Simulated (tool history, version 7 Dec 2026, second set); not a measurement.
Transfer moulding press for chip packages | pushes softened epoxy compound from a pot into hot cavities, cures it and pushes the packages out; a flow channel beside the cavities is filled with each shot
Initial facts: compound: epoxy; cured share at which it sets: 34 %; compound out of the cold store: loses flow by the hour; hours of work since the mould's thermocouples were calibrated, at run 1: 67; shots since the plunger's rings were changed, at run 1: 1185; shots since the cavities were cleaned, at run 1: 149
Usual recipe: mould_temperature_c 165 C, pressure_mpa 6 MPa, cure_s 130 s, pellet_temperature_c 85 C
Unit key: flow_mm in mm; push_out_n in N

run	hour	mould_temperature_c	pressure_mpa	cure_s	pellet_temperature_c	hours of work since the mould's thermocouples were calibrated	shots since the plunger's rings were changed	shots since the cavities were cleaned	incoming compound's hours out of the cold store	flow_mm	push_out_n
1	0	165	6	130	85	67	1185	149	46.3	735	276
2	61	165	6	130	85	96	1626	590	20	787	352
# hour 102.7: cavities cleaned with cleaning compound and waxed
3	121	165	5.36	130	85	123	2048	132	41.1	699	254
4	150.1	165	6	155	85	137	2258	342	13.4	797	301
5	206.7	165	6	130	85	164	2667	751	8.8	801	367
# hour 225.3: cavities cleaned with cleaning compound and waxed
6	265.7	165	6.24	130	85	191	3082	292	32.8	747	293
7	292.1	165	6.24	130	78	204	3273	483	37.5	729	341
8	333	165	6.24	130	78	223	3568	778	18	790	358
# hour 348.6: cavities cleaned with cleaning compound and waxed
9	396.5	165	6	130	85	252	4016	346	39.1	708	296
10	437.4	165	6	130	85	272	4311	641	17.4	753	349
# hour 473.8: cavities cleaned with cleaning compound and waxed
11	501	165	6	130	85	301	4759	196	9	772	287
# hour 517.9: plunger's sealing rings changed
12	555.5	165	6	130	85	326	271	572	19.2	809	338
# hour 598.3: cavities cleaned with cleaning compound and waxed
13	613.1	165	6	130	85	352	676	106	40.5	743	242
14	653.5	165	6	156	85	371	968	398	30	779	292
15	688.5	165	6	156	85	388	1220	650	11	819	319
# hour 720.7: cavities cleaned with cleaning compound and waxed
16	738.3	165	6	142	85	411	1570	127	33.6	762	238
17	793	165	6	116	85	437	1965	522	39.2	743	393
# hour 799.6: mould's thermocouples calibrated
18	840.9	165	6	116	85	20	2296	853	26.6	760	440
# hour 848.1: cavities cleaned with cleaning compound and waxed
19	875.7	165	6	128	94	35	2536	199	12.7	796	291
20	923.8	165	6	128	94	58	2884	547	39.9	714	331
# hour 971.5: cavities cleaned with cleaning compound and waxed
21	972.9	166	6	130	76	81	3228	11	9.5	795	197
22	1025.7	166	6	167	95	106	3609	392	31.3	726	286
23	1053.6	166	6	167	83	119	3811	594	9.2	779	307
# hour 1095.7: cavities cleaned with cleaning compound and waxed
24	1095.7	166	6.17	167	83	138	4104	0	15.8	773	167
25	1126.8	166	6.17	167	83	153	4328	224	36.5	715	254
# hour 1164.3: mould's thermocouples calibrated, once more
26	1165.9	166	6.17	167	83	1	4596	492	25.1	746	307
# hour 1204.7: plunger's sealing rings changed
27	1214.1	171	5.99	130	79	22	68	822	48	737	332

Here are 3 independent what-if runs from the current tool condition. What would each one return?
# hour 1223.8: cavities cleaned with cleaning compound and waxed
A	1249.8	157	5.99	160	84	39	315	188	38.7	?	?
# hour 1223.8: cavities cleaned with cleaning compound and waxed
B	1249.8	167	5.99	130	79	39	315	188	43.3	?	?
# hour 1223.8: cavities cleaned with cleaning compound and waxed
C	1249.8	167	6	150	85	39	315	188	21.7	?	?

run	flow_mm	push_out_n
A	789	297
B	743	268
C	797	253
Take away the tool's hidden state, keep each run's random variation, and the runs would have read:
run	flow_mm	push_out_n
A	794	200
B	748	183
C	802	170
